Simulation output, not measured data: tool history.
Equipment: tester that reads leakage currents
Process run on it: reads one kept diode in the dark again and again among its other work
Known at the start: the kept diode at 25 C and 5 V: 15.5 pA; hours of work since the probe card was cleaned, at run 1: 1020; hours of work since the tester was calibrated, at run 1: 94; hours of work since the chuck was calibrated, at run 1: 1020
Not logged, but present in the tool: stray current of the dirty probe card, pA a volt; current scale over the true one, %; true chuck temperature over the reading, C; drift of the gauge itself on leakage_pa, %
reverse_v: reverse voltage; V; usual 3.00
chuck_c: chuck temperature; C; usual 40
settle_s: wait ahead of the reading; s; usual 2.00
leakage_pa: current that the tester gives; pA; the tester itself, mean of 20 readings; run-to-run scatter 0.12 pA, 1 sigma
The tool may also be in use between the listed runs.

run	hour	reverse_v	chuck_c	settle_s	hours of work since the probe card was cleaned	hours of work since the tester was calibrated	hours of work since the chuck was calibrated	leakage_pa
1	0.0	3.00	40	2.00	1020	94	1020	37.71
2	127.7	3.00	40	2.00	1104	177	1104	37.50
3	273.4	3.00	40	2.00	1199	273	1199	37.51
# hour 389.7: probe card cleaned and baked
4	440.1	3.00	40	2.00	33	380	1307	34.77
5	588.5	3.00	33	2.00	130	478	1404	21.65
6	729.0	3.00	33	2.00	223	570	1496	21.92
7	914.5	3.00	40	2.00	344	692	1618	34.88
8	1161.1	3.00	40	1.79	506	854	1780	35.09
9	1299.3	3.00	40	1.79	597	944	1871	34.94
10	1512.9	3.00	40	1.79	737	1085	2011	35.05
11	1676.4	3.00	40	2.00	845	1192	2118	35.27
12	1893.3	3.00	40	2.00	987	1334	2261	35.44
# hour 2130.2: chuck's temperature calibrated
13	2139.3	3.00	40	2.00	1147	1495	6	40.63
# hour 2317.4: probe card cleaned and baked
14	2429.7	3.00	40	2.00	74	1683	195	37.34
15	2608.4	3.00	40	2.00	191	1801	312	37.35
16	2901.8	3.00	40	2.00	384	1993	505	37.62
17	3025.6	3.00	34	2.00	465	2074	586	25.30
18	3197.1	3.00	34	2.00	578	2187	698	25.28
19	3467.7	3.00	34	0.90	755	2365	876	25.85
20	3667.3	1.33	40	2.00	886	2496	1007	27.65
21	3845.7	1.33	40	9.40	1003	2613	1124	27.87
22	4013.6	1.33	30	9.40	1114	2723	1234	14.57
23	4222.8	3.13	40	6.35	1251	2860	1372	38.65
# hour 4247.7: probe card cleaned and baked
24	4420.4	3.13	40	6.35	113	2988	1499	35.19
# hour 4588.2: tester calibrated
25	4620.2	1.87	29	0.37	243	21	1629	14.11
26	4896.8	1.87	29	0.37	425	203	1811	14.31
27	5179.3	4.40	41	0.62	610	388	1996	43.09
28	5344.7	3.81	25	1.30	719	497	2105	14.95
29	5614.4	1.15	31	8.20	896	674	2282	13.40
30	5749.0	9.44	21	2.62	984	762	2370	20.28
# hour 5823.0: chuck's temperature calibrated
31	5932.9	5.72	30	9.57	1104	881	72	29.02
32	6168.8	5.72	30	9.57	1258	1036	227	29.56
# hour 6185.6: probe card cleaned and baked
33	6378.5	5.72	30	9.57	127	1172	363	23.95
34	6557.3	1.06	42	1.09	244	1289	480	29.78
35	6846.4	16.99	33	1.22	434	1479	670	49.06
36	7033.8	12.43	40	6.67	557	1602	793	65.53
37	7238.1	12.43	40	6.67	691	1736	927	65.96
38	7515.4	1.58	25	5.53	873	1918	1109	11.27
39	7769.7	2.20	55	0.72	1040	2085	1276	85.36

Pick out some run-to-run changes in leakage_pa. Of each, how much would a tool without hidden state show as well, from the settings, what came in and chance, and how much is left for the hidden state and any gauge scatter not in both results compared?
Run 26 -> 27: reverse_v 1.87 -> 4.40, chuck_c 29 -> 41, settle_s 0.37 -> 0.62. leakage_pa +28.78 pA: hidden state -2.05, all else +30.83.
Run 29 -> 30: reverse_v 1.15 -> 9.44, chuck_c 31 -> 21, settle_s 8.20 -> 2.62. leakage_pa +6.88 pA: hidden state +6.82, all else +0.06.
Run 32 -> 33: probe card cleaned and baked. leakage_pa -5.61 pA: hidden state -5.59, all else -0.02.
Run 34 -> 35: reverse_v 1.06 -> 16.99, chuck_c 42 -> 33, settle_s 1.09 -> 1.22. leakage_pa +19.28 pA: hidden state +6.05, all else +13.23.
Run 37 -> 38: reverse_v 12.43 -> 1.58, chuck_c 40 -> 25, settle_s 6.67 -> 5.53. leakage_pa -54.69 pA: hidden state -4.82, all else -49.87.
Run 38 -> 39: reverse_v 1.58 -> 2.20, chuck_c 25 -> 55, settle_s 5.53 -> 0.72. leakage_pa +74.09 pA: hidden state -3.21, all else +77.30.
